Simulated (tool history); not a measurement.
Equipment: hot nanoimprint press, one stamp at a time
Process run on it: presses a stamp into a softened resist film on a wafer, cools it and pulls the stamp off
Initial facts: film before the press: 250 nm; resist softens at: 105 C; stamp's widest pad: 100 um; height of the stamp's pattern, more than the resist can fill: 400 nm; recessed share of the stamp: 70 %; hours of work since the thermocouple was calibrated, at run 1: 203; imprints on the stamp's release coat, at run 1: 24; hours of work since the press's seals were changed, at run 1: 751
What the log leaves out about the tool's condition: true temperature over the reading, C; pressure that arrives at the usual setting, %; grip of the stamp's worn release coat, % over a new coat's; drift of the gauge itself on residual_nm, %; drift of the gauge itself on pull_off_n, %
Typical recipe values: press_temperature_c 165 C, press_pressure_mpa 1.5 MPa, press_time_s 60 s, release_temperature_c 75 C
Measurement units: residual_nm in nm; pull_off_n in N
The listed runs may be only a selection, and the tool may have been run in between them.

run	hour	press_temperature_c	press_pressure_mpa	press_time_s	release_temperature_c	hours of work since the thermocouple was calibrated	imprints on the stamp's release coat	hours of work since the press's seals were changed	residual_nm	pull_off_n
1	0	165	1.5	60	75	203	24	751	99.3	174
2	26.1	165	1.5	63	75	224	97	772	99.1	171
3	46.6	165	1.5	63	75	240	154	788	98.5	176
4	73.5	165	1.5	63	75	262	230	810	98.8	175
5	97.9	165	1.5	63	75	281	298	829	99.4	178
6	112.2	165	1.5	60	82	293	338	840	100.6	160
7	130.9	165	1.32	60	82	308	390	855	107.6	161
8	146.4	165	1.32	60	82	320	433	868	109	161
9	166.2	165	1.32	60	82	336	489	884	109.5	162
10	185.7	165	1.32	60	82	352	543	899	109.8	164
# hour 190: plate thermocouple calibrated
11	201.7	165	1.5	60	75	9	580	910	104.4	183
12	214.7	176	1.5	42	75	20	616	920	76.5	182

Expected results for the next run?
13	238.8	158	1.5	68	75	39	683	939	?	?

residual_nm: 137.7 nm
pull_off_n: 183 N
The same run, on a tool lacking any hidden state, would have yielded residual_nm 124.6 nm, pull_off_n 169 N.
